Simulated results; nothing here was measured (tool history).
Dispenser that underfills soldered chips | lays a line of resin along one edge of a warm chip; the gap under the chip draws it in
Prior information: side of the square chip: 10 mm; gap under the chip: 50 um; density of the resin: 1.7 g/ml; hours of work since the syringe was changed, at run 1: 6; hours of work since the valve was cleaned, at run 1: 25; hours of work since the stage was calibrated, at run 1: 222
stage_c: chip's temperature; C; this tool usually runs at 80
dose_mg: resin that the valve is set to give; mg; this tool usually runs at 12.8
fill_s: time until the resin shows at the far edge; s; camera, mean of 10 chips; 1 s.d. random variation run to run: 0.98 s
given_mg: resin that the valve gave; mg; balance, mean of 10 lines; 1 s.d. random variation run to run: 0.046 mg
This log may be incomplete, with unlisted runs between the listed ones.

run	hour	stage_c	dose_mg	hours of work since the syringe was changed	hours of work since the valve was cleaned	hours of work since the stage was calibrated	fill_s	given_mg
1	0.0	80	12.8	6	25	222	119.1	12.59
# hour 2.3: new syringe of resin
# hour 14.1: new syringe of resin
2	14.3	80	12.8	0	34	230	89.5	12.52
# hour 25.1: new syringe of resin
3	26.2	80	12.8	1	40	237	95.7	12.51
# hour 35.7: new syringe of resin
4	36.2	80	12.8	0	46	243	90.2	12.42
# hour 46.8: new syringe of resin
5	46.8	80	12.8	0	53	249	92.6	12.38
# hour 58.2: new syringe of resin
6	60.7	80	12.8	2	61	257	98.6	12.33
7	67.0	80	12.8	5	64	261	117.6	12.17
# hour 68.7: new syringe of resin
# hour 80.4: new syringe of resin
8	80.4	80	11.0	0	72	268	94.7	10.53
# hour 91.8: new syringe of resin
9	92.3	80	11.0	0	79	275	95.6	10.42
10	100.8	80	16.4	5	84	280	114.1	15.50
# hour 102.4: new syringe of resin
# hour 105.8: dispensing valve cleaned and set on the balance
11	113.4	72	12.8	6	5	287	153.3	12.75
# hour 114.6: new syringe of resin
# hour 126.0: new syringe of resin
12	127.6	72	12.8	1	13	295	117.6	12.78
# hour 137.0: new syringe of resin
13	139.6	72	12.8	2	20	302	127.3	12.67
# hour 147.7: new syringe of resin
14	152.1	72	12.8	3	27	310	128.5	12.68
# hour 158.7: new syringe of resin
15	159.7	72	12.8	1	31	314	116.3	12.52
# hour 169.5: new syringe of resin
16	172.7	80	12.8	2	39	322	94.1	12.54
# hour 180.6: new syringe of resin
17	183.3	80	12.8	2	45	328	96.3	12.42
# hour 191.2: new syringe of resin
18	195.9	80	11.3	3	53	335	105.0	10.88
# hour 202.6: new syringe of resin
19	208.5	80	11.3	4	60	343	107.4	10.79
# hour 213.1: new syringe of resin
20	219.0	68	15.3	4	66	349	151.4	14.62
# hour 224.2: new syringe of resin
21	225.3	66	16.1	1	70	352	137.3	15.50
# hour 235.3: new syringe of resin
22	237.2	78	15.4	1	77	359	93.9	14.63
# hour 246.4: new syringe of resin
23	252.0	89	12.7	3	85	368	78.2	12.08
# hour 254.8: dispensing valve cleaned and set on the balance
# hour 258.1: new syringe of resin
24	264.8	89	12.7	4	6	375	81.1	12.58
# hour 269.4: new syringe of resin
25	272.5	87	16.3	2	10	379	74.3	16.18
# hour 280.3: new syringe of resin
26	284.0	89	15.6	2	17	386	71.3	15.33
# hour 291.2: new syringe of resin
27	294.9	67	13.6	2	23	393	146.9	13.32
# hour 302.5: new syringe of resin
28	304.8	79	12.1	1	29	398	95.7	11.90
29	312.4	79	12.1	6	34	403	120.8	11.81
# hour 313.8: new syringe of resin
# hour 324.3: new syringe of resin
30	324.4	78	12.9	0	41	410	91.0	12.56
31	332.8	78	12.9	5	46	415	115.8	12.50
# hour 334.8: new syringe of resin
32	342.6	78	12.9	5	51	420	118.7	12.51
# hour 345.8: new syringe of resin
33	351.2	82	16.3	3	56	425	92.3	15.61

3 ways to go on from here, each from the tool as it stands after run 33. What would each give?
# hour 357.0: new syringe of resin
A	366.0	92	14.1	5	65	434	?	?
# hour 357.0: new syringe of resin
B	366.0	67	13.5	5	65	434	?	?
# hour 357.0: new syringe of resin
C	366.0	82	15.1	5	65	434	?	?

run	fill_s	given_mg
A	77.7	13.40
B	170.6	12.88
C	102.4	14.41
What these runs would have given with no unlogged condition in the tool:
run	fill_s	given_mg
A	64.1	14.04
B	142.0	13.50
C	84.9	15.10
